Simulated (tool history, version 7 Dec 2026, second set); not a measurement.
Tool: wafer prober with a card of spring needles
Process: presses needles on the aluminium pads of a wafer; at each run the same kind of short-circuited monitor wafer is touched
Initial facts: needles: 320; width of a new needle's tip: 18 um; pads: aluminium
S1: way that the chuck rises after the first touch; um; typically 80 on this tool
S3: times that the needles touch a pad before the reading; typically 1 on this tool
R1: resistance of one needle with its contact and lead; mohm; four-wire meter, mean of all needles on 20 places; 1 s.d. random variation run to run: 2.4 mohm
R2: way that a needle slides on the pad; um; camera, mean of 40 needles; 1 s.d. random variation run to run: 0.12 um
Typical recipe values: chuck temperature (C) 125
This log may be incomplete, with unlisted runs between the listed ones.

Run 1, hour 0: usual settings. Result: R1 266 mohm, R2 20.35 um.
Run 2, hour 6.6: usual settings. Result: R1 268 mohm, R2 20.21 um.
Run 3, hour 14.5: usual settings. Result: R1 265 mohm, R2 20.06 um.
At hour 19.6: tips cleaned on abrasive film.
Run 4, hour 19.8: usual settings. Result: R1 271 mohm, R2 20.3 um.
Run 5, hour 24.7: usual settings. Result: R1 269 mohm, R2 20.39 um.
Run 6, hour 30.4: usual settings. Result: R1 269 mohm, R2 20.37 um.
Run 7, hour 40.4: usual settings. Result: R1 264 mohm, R2 20.3 um.
Run 8, hour 48.4: usual settings but S1 71 um. Result: R1 270 mohm, R2 18.42 um.
At hour 51.8: tips cleaned on abrasive film.
Run 9, hour 57.7: usual settings. Result: R1 264 mohm, R2 20.65 um.
Run 10, hour 65.9: usual settings. Result: R1 269 mohm, R2 20.55 um.
Run 11, hour 76.3: usual settings. Result: R1 265 mohm, R2 20.59 um.
At hour 83.9: tips cleaned on abrasive film.
Run 12, hour 85.9: usual settings but S1 87 um. Result: R1 269 mohm, R2 22.37 um.
Run 13, hour 93.9: usual settings but S1 87 um. Result: R1 267 mohm, R2 22.6 um.
Run 14, hour 100.4: usual settings but S1 87 um. Result: R1 262 mohm, R2 22.47 um.
Run 15, hour 106.7: usual settings. Result: R1 271 mohm, R2 20.9 um.
Run 16, hour 111.6: usual settings but S1 83 um, chuck temperature (C) 78. Result: R1 253 mohm, R2 21.41 um.
At hour 114.8: gauge calibrated.
At hour 115.6: tips cleaned on abrasive film.
Run 17, hour 117.9: usual settings but S1 83 um, chuck temperature (C) 78. Result: R1 254 mohm, R2 21.3 um.
Run 18, hour 123.7: usual settings but S1 84 um, chuck temperature (C) 78. Result: R1 251 mohm, R2 21.5 um.
Run 19, hour 131.9: usual settings but S1 84 um, chuck temperature (C) 78. Result: R1 253 mohm, R2 21.18 um.
Run 20, hour 139.3: usual settings but S1 87 um, chuck temperature (C) 36. Result: R1 244 mohm, R2 22.08 um.
Run 21, hour 146.4: usual settings but S1 66 um, chuck temperature (C) 28, S3 2. Result: R1 243 mohm, R2 16.81 um.
At hour 147.5: tips cleaned on abrasive film.
Run 22, hour 152.4: usual settings but S1 66 um, chuck temperature (C) 28, S3 2. Result: R1 243 mohm, R2 16.87 um.
Run 23, hour 161.9: usual settings but S1 93 um, chuck temperature (C) 30, S3 2. Result: R1 238 mohm, R2 23.98 um.
Run 24, hour 166.6: usual settings but S1 91 um, chuck temperature (C) 30, S3 2. Result: R1 238 mohm, R2 23.37 um.
Run 25, hour 171.4: usual settings but S1 91 um, chuck temperature (C) 117, S3 2. Result: R1 264 mohm, R2 23.56 um.
At hour 179.4: tips cleaned on abrasive film.
Run 26, hour 182.1: usual settings but S1 67 um, chuck temperature (C) 89, S3 2. Result: R1 264 mohm, R2 17.36 um.
Run 27, hour 189.4: usual settings but S1 67 um, chuck temperature (C) 89, S3 2. Result: R1 260 mohm, R2 17.37 um.
Run 28, hour 197.8: usual settings but S1 73 um, chuck temperature (C) 65, S3 2. Result: R1 257 mohm, R2 19.05 um.

Run 29 is up next; what results do you expect?
Run 29, hour 206.6: usual settings but S1 63 um, chuck temperature (C) 65, S3 2. Result: R1 ?, R2 ?.

R1: 254 mohm
R2: 16.16 um
With the hidden condition absent and the run-to-run variation left alone, this run would have shown R1 254 mohm, R2 15.79 um.
